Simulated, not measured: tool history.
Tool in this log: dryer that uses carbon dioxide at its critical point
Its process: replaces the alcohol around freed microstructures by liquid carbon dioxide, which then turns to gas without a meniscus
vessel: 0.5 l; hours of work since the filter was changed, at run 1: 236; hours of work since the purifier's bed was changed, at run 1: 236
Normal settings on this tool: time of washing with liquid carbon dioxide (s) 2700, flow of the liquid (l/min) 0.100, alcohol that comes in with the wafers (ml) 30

run	hour	time of washing with liquid carbon dioxide (s)	flow of the liquid (l/min)	alcohol that comes in with the wafers (ml)	hours of work since the filter was changed	hours of work since the purifier's bed was changed	alcohol left in the vessel before it's heated (ppm by volume)
1	0.0	2700	0.100	30	236	236	175
2	15.7	2700	0.100	30	242	242	184
3	31.7	2700	0.100	30	248	248	181
4	61.4	2700	0.100	30	259	259	187
5	78.1	2700	0.100	22	265	265	186
6	104.0	2700	0.166	22	275	275	128
7	136.3	2700	0.166	22	287	287	128
8	164.0	2700	0.166	22	297	297	132
9	189.8	2700	0.109	30	307	307	175
10	219.2	2700	0.109	30	318	318	181
11	250.9	2700	0.109	30	330	330	181
12	281.9	2700	0.109	30	342	342	204
13	311.4	4140	0.109	85	353	353	152
14	343.3	4140	0.109	85	364	364	157
15	360.4	1680	0.129	33	371	371	513
16	385.0	2700	0.139	82	380	380	175
17	407.3	2580	0.100	30	388	388	284
18	423.7	3060	0.086	65	395	395	396
19	439.8	2820	0.100	30	401	401	239
20	471.2	2820	0.069	26	412	412	696
21	496.6	4320	0.138	38	422	422	181
22	513.6	4320	0.138	38	428	428	181

What would each run have given without the hidden state, its run-to-run variation left as it was?
The hidden state here: flow that reaches the vessel past the clogged filter, %; alcohol in the recycled carbon dioxide, ppm; drift of the gauge itself on alcohol_ppm, %.
run	alcohol left in the vessel before it's heated (ppm by volume)
1	55
2	59
3	54
4	57
5	52
6	9
7	8
8	6
9	30
10	27
11	24
12	41
13	3
14	4
15	235
16	8
17	74
18	131
19	38
20	337
21	1
22	1
